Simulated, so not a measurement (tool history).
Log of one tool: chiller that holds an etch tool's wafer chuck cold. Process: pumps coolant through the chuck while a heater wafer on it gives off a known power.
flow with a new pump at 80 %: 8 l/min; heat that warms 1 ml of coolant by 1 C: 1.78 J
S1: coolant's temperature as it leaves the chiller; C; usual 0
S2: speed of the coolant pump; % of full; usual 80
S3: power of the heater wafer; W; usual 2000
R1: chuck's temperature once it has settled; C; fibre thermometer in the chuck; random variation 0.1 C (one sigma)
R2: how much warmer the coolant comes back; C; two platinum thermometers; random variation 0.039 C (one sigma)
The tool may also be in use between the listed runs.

run	hour	S1	S2	S3	R1	R2
1	0.0	0	80	2000	22.4	8.39
2	34.9	0	80	2000	22.4	8.41
3	62.7	0	80	2000	22.3	8.45
4	85.7	0	80	2000	22.2	8.37
5	107.9	0	80	2000	22.4	8.46
6	135.1	0	80	2000	22.4	8.48
7	160.8	0	75	2000	23.5	8.99
8	191.1	0	75	2000	23.5	9.08
9	216.2	0	80	2000	22.4	8.49
10	245.7	0	80	2000	22.4	8.49
11	268.9	0	80	2000	22.6	8.51
12	296.7	3	80	1765	22.9	7.59
13	313.0	3	80	1765	22.7	7.58
14	343.9	9	71	1713	30.2	8.28
15	366.2	-9	96	2193	12.1	7.84
16	395.9	8	95	2306	30.4	8.43
17	428.0	0	89	2813	28.8	10.93
18	448.2	3	67	1662	24.8	8.55
19	466.0	3	67	1662	24.5	8.55
20	485.5	-1	93	2470	23.5	9.13
21	503.7	7	91	1740	24.3	6.70
22	530.0	4	62	1174	20.1	6.61

Forecast each of these 3 alternatives for the next run:
A	553.4	-10	94	1540	?	?
B	553.4	1	62	1174	?	?
C	553.4	5	83	2000	?	?

run	R1	R2
A	5.0	5.82
B	17.1	6.61
C	26.7	8.47
Without the tool's hidden state the same runs would have given:
run	R1	R2
A	5.0	5.53
B	17.1	6.32
C	26.7	8.19
